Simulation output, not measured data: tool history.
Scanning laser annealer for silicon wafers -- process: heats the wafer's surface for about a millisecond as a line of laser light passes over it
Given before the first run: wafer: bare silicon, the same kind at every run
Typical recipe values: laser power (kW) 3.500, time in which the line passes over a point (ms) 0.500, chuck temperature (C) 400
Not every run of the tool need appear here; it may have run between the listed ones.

run    hour  laser power (kW)  time in which the line passes over a point (ms)  chuck temperature (C)  highest temperature of the surface (C)
  1     0.0             3.500                                            0.500                    400                                    1116
  2    79.0             3.500                                            0.500                    400                                    1113
      112.8  -- window over the wafer cleaned
  3   129.1             3.500                                            0.500                    400                                    1135
  4   195.2             3.500                                            0.500                    400                                    1135
  5   249.0             3.500                                            0.500                    400                                    1135
  6   321.8             3.500                                            0.500                    400                                    1130
  7   373.7             3.500                                            0.500                    400                                    1130
  8   418.3             3.500                                            0.500                    373                                    1103
  9   471.9             3.500                                            0.500                    373                                    1102
 10   518.0             3.500                                            0.500                    373                                    1100
 11   564.9             3.500                                            0.500                    423                                    1149
 12   630.5             3.500                                            0.500                    389                                    1115
 13   670.3             3.500                                            0.398                    389                                    1033
 14   744.2             3.500                                            0.398                    389                                    1033
 15   799.9             3.500                                            0.398                    389                                    1030
 16   870.9             3.008                                            0.500                    400                                    1014
 17   927.4             3.500                                            0.500                    376                                    1096
 18   973.1             3.500                                            0.500                    376                                    1095
 19  1051.7             3.500                                            0.500                    376                                    1095
 20  1110.9             3.500                                            0.587                    400                                    1179
 21  1160.6             3.500                                            0.587                    400                                    1178
 22  1231.5             3.693                                            0.364                    400                                    1042
     1250.4  -- window over the wafer cleaned
 23  1297.0             3.762                                            0.357                    418                                    1084
 24  1335.5             3.762                                            0.357                    418                                    1084
 25  1373.3             3.762                                            0.357                    418                                    1083
 26  1408.9             3.101                                            0.403                    400                                     980
 27  1484.1             3.101                                            0.403                    400                                     978
 28  1520.0             3.194                                            0.537                    376                                    1067
 29  1595.6             3.424                                            0.500                    376                                    1090
 30  1658.5             3.500                                            0.558                    375                                    1148
 31  1698.4             3.258                                            0.558                    363                                    1081
 32  1742.9             3.001                                            0.601                    411                                    1094
 33  1787.6             3.500                                            0.586                    407                                    1196
 34  1845.9             3.256                                            0.500                    438                                    1111
 35  1902.5             3.262                                            0.367                    400                                     973
 36  1971.0             3.500                                            0.500                    373                                    1096
 37  2050.8             3.035                                            0.460                    424                                    1020
 38  2091.7             3.065                                            0.486                    427                                    1045

What will run 39 give?
 39  2145.1             3.050                                            0.369                    368                                       ?

Logged for run 39: highest temperature of the surface (C) 902.
The same run, on a tool lacking any hidden state, would have yielded highest temperature of the surface (C) 913.
